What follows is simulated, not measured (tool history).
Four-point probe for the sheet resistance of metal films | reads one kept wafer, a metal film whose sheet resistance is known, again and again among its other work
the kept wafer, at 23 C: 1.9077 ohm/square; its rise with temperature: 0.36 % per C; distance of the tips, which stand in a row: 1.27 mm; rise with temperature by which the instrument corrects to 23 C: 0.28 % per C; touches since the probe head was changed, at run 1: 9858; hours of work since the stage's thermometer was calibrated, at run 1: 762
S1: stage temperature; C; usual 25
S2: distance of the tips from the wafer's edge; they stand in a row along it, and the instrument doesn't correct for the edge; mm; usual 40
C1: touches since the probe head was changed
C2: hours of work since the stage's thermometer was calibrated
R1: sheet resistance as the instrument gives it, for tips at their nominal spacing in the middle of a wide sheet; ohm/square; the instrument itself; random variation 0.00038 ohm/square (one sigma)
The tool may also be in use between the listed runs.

Run 1, day 0.000: usual settings; C1 9858; C2 762. Result: R1 1.908154 ohm/square.
Run 2, day 0.321: usual settings; C1 10067; C2 768. Result: R1 1.908305 ohm/square.
Run 3, day 0.921: usual settings; C1 10460; C2 778. Result: R1 1.907529 ohm/square.
Run 4, day 1.212: usual settings; C1 10651; C2 783. Result: R1 1.907778 ohm/square.
Run 5, day 1.762: usual settings but S1 33 C; C1 11013; C2 793. Result: R1 1.920114 ohm/square.
Run 6, day 2.142: usual settings but S1 33 C; C1 11261; C2 799. Result: R1 1.919592 ohm/square.
Run 7, day 2.654: usual settings but S1 33 C; C1 11596; C2 808. Result: R1 1.919813 ohm/square.
Run 8, day 3.050: usual settings but S1 33 C; C1 11857; C2 815. Result: R1 1.919254 ohm/square.
Run 9, day 3.579: usual settings; C1 12203; C2 824. Result: R1 1.908181 ohm/square.
Run 10, day 4.062: usual settings; C1 12520; C2 832. Result: R1 1.907563 ohm/square.
Run 11, day 4.362: usual settings; C1 12716; C2 837. Result: R1 1.907063 ohm/square.
Run 12, day 4.950: usual settings; C1 13100; C2 847. Result: R1 1.906980 ohm/square.
Run 13, day 5.479: usual settings; C1 13447; C2 856. Result: R1 1.906868 ohm/square.
Run 14, day 6.012: usual settings but S1 23 C; C1 13796; C2 865. Result: R1 1.904456 ohm/square.
Run 15, day 6.596: usual settings but S1 31 C, S2 43 mm; C1 14179; C2 875. Result: R1 1.915364 ohm/square.
Run 16, day 6.942: usual settings but S2 15 mm; C1 14405; C2 881. Result: R1 1.913163 ohm/square.
Run 17, day 7.242: usual settings but S1 21 C, S2 4 mm; C1 14603; C2 886. Result: R1 1.997784 ohm/square.
Run 18, day 7.521: usual settings but S1 27 C, S2 7 mm; C1 14785; C2 891. Result: R1 1.941569 ohm/square.
Run 19, day 7.788: usual settings but S1 27 C, S2 7 mm; C1 14959; C2 895. Result: R1 1.941338 ohm/square.
Run 20, day 8.275: usual settings but S1 30 C, S2 6 mm; C1 15277; C2 904. Result: R1 1.958546 ohm/square.
Run 21, day 8.646: usual settings but S1 31 C, S2 22 mm; C1 15523; C2 910. Result: R1 1.917705 ohm/square.
Run 22, day 9.129: usual settings but S1 31 C, S2 9 mm; C1 15839; C2 918. Result: R1 1.934866 ohm/square.
Run 23, day 9.758: usual settings but S1 20 C, S2 5 mm; C1 16250; C2 929. Result: R1 1.960999 ohm/square.
Run 24, day 10.375: usual settings but S2 50 mm; C1 16655; C2 940. Result: R1 1.906331 ohm/square.
Run 25, day 10.754: usual settings but S1 29 C, S2 6 mm; C1 16903; C2 946. Result: R1 1.956208 ohm/square.
Run 26, day 11.304: usual settings but S1 29 C, S2 6 mm; C1 17263; C2 956. Result: R1 1.955452 ohm/square.
Run 27, day 11.633: usual settings but S1 23 C, S2 63 mm; C1 17478; C2 961. Result: R1 1.902491 ohm/square.

Measured less the same run without the tool's hidden state. The same run-to-run variation is in both; the gauge's scatter may not be:
The hidden state here: inner tips' distance over the nominal, %; tips' flats over new ones', %; wafer's true temperature over the reading, C; drift of the gauge itself on sheet_ohm, %.
run         R1
  1  -0.003723
  2  -0.003788
  3  -0.003896
  4  -0.003952
  5  -0.004052
  6  -0.004123
  7  -0.004221
  8  -0.004287
  9  -0.004375
 10  -0.004455
 11  -0.004512
 12  -0.004617
 13  -0.004715
 14  -0.004814
 15  -0.004924
 16  -0.005003
 17  -0.005279
 18  -0.005174
 19  -0.005223
 20  -0.005351
 21  -0.005314
 22  -0.005452
 23  -0.005673
 24  -0.005624
 25  -0.005814
 26  -0.005919
 27  -0.005844
